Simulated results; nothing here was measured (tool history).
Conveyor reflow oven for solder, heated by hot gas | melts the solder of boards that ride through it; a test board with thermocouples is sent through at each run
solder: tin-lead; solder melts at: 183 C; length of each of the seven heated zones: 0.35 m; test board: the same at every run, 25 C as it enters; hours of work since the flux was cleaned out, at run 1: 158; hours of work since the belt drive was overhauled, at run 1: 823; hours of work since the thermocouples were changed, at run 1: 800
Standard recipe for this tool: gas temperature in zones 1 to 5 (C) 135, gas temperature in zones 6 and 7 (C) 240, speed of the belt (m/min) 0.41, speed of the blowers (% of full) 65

run	hour	gas temperature in zones 1 to 5 (C)	gas temperature in zones 6 and 7 (C)	speed of the belt (m/min)	speed of the blowers (% of full)	hours of work since the flux was cleaned out	hours of work since the belt drive was overhauled	hours of work since the thermocouples were changed	highest temperature of the board (C)	time above the solder's melting point (s)
1	0.0	135	240	0.41	65	158	823	800	221.8	82.2
2	24.7	135	240	0.41	65	175	839	817	221.9	82.9
3	56.4	135	240	0.41	65	196	860	838	222.0	82.2
4	82.1	132	240	0.41	65	213	878	855	221.2	80.6
5	108.3	132	240	0.41	65	231	895	873	221.5	79.7
6	131.4	122	240	0.41	65	246	910	888	218.7	74.5
# hour 170.6: flux residue cleaned out of gas plates and filters
7	172.0	122	235	0.41	65	1	934	912	216.3	71.8
8	189.0	122	235	0.41	65	12	946	923	216.3	71.9

Forecast run 9:
9	220.7	122	235	0.41	65	34	967	945	?	?

{"run 9": {"highest temperature of the board (C)": 215.8, "time above the solder's melting point (s)": 71.8}}
Without the tool's hidden state the same run would have given highest temperature of the board (C) 218.9, time above the solder's melting point (s) 73.4.

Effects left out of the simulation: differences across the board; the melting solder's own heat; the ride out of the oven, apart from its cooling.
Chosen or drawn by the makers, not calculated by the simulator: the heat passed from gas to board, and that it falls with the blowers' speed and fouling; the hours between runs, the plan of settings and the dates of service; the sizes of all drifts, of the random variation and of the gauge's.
